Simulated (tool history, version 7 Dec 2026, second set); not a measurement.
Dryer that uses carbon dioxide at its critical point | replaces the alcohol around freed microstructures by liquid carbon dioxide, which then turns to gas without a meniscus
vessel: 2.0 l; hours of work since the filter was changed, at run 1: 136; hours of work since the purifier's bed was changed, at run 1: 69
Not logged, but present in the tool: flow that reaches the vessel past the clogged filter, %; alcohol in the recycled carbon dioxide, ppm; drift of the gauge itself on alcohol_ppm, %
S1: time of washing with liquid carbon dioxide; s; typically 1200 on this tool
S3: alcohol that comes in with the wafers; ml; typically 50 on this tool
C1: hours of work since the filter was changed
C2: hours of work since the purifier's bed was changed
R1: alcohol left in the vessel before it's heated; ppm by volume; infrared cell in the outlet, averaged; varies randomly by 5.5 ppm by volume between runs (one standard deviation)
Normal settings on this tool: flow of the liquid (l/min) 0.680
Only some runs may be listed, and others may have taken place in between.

Run 1, day 0.000: usual settings; C1 136; C2 69. Result: R1 239 ppm by volume.
Run 2, day 0.771: usual settings but S3 24 ml; C1 146; C2 78. Result: R1 143 ppm by volume.
Run 3, day 1.350: usual settings but S3 24 ml; C1 153; C2 85. Result: R1 143 ppm by volume.
Run 4, day 2.096: usual settings but S3 24 ml; C1 162; C2 95. Result: R1 145 ppm by volume.
Run 5, day 2.554: usual settings; C1 168; C2 100. Result: R1 265 ppm by volume.
Run 6, day 2.996: usual settings; C1 173; C2 106. Result: R1 262 ppm by volume.
Run 7, day 3.683: usual settings; C1 182; C2 114. Result: R1 262 ppm by volume.
Run 8, day 4.008: usual settings but S1 900 s; C1 186; C2 118. Result: R1 803 ppm by volume.
At day 4.121: inlet filter changed.
Run 9, day 4.529: usual settings but S1 900 s; C1 5; C2 124. Result: R1 616 ppm by volume.
Run 10, day 5.208: usual settings but S1 900 s; C1 13; C2 133. Result: R1 621 ppm by volume.
Run 11, day 5.567: usual settings but flow of the liquid (l/min) 0.799; C1 18; C2 137. Result: R1 120 ppm by volume.
Run 12, day 6.288: usual settings but flow of the liquid (l/min) 0.416; C1 27; C2 146. Result: R1 1164 ppm by volume.
Run 13, day 7.096: usual settings but flow of the liquid (l/min) 0.416, S3 28 ml; C1 37; C2 156. Result: R1 702 ppm by volume.
Run 14, day 7.875: usual settings but flow of the liquid (l/min) 0.416, S3 28 ml; C1 47; C2 166. Result: R1 693 ppm by volume.
Run 15, day 8.508: usual settings but flow of the liquid (l/min) 0.416, S3 28 ml; C1 54; C2 174. Result: R1 715 ppm by volume.
Run 16, day 8.921: usual settings but flow of the liquid (l/min) 0.540, S3 28 ml; C1 60; C2 179. Result: R1 340 ppm by volume.
Run 17, day 9.621: usual settings but S1 1860 s, flow of the liquid (l/min) 0.507; C1 68; C2 188. Result: R1 153 ppm by volume.
Run 18, day 10.358: usual settings but S1 840 s, flow of the liquid (l/min) 0.575; C1 77; C2 197. Result: R1 1461 ppm by volume.
Run 19, day 10.846: usual settings but S1 1500 s, flow of the liquid (l/min) 1.107, S3 29 ml; C1 84; C2 203. Result: R1 67 ppm by volume.
Run 20, day 11.329: usual settings but flow of the liquid (l/min) 0.478; C1 90; C2 209. Result: R1 888 ppm by volume.
Run 21, day 12.117: usual settings but flow of the liquid (l/min) 0.478; C1 99; C2 219. Result: R1 899 ppm by volume.
Run 22, day 12.817: usual settings but S1 1320 s, flow of the liquid (l/min) 0.478, S3 49 ml; C1 108; C2 227. Result: R1 635 ppm by volume.
Run 23, day 13.388: usual settings but S1 1500 s, flow of the liquid (l/min) 0.776, S3 82 ml; C1 115; C2 234. Result: R1 124 ppm by volume.
Run 24, day 14.112: usual settings but flow of the liquid (l/min) 0.536, S3 80 ml; C1 124; C2 243. Result: R1 1011 ppm by volume.
Run 25, day 14.896: usual settings but S1 1020 s, flow of the liquid (l/min) 0.463, S3 94 ml; C1 134; C2 253. Result: R1 2992 ppm by volume.
Run 26, day 15.333: usual settings but S1 1020 s, flow of the liquid (l/min) 0.785, S3 43 ml; C1 139; C2 259. Result: R1 296 ppm by volume.
Run 27, day 15.912: usual settings but S1 900 s, flow of the liquid (l/min) 0.785, S3 109 ml; C1 147; C2 266. Result: R1 1012 ppm by volume.
Run 28, day 16.304: usual settings but S1 1080 s, flow of the liquid (l/min) 0.872, S3 109 ml; C1 151; C2 271. Result: R1 339 ppm by volume.

For each entry between runs, how does the tool's hidden state at the last listed run before it compare with that at the first listed run after it?
Between runs 8 and 9: inlet filter changed (day 4.121)
  flow that reaches the vessel past the clogged filter, %: 91.6 -> 98.9; alcohol in the recycled carbon dioxide, ppm: 44.2 -> 46.1
  measured less the result without the state, R1: +247 -> +65 ppm by volume
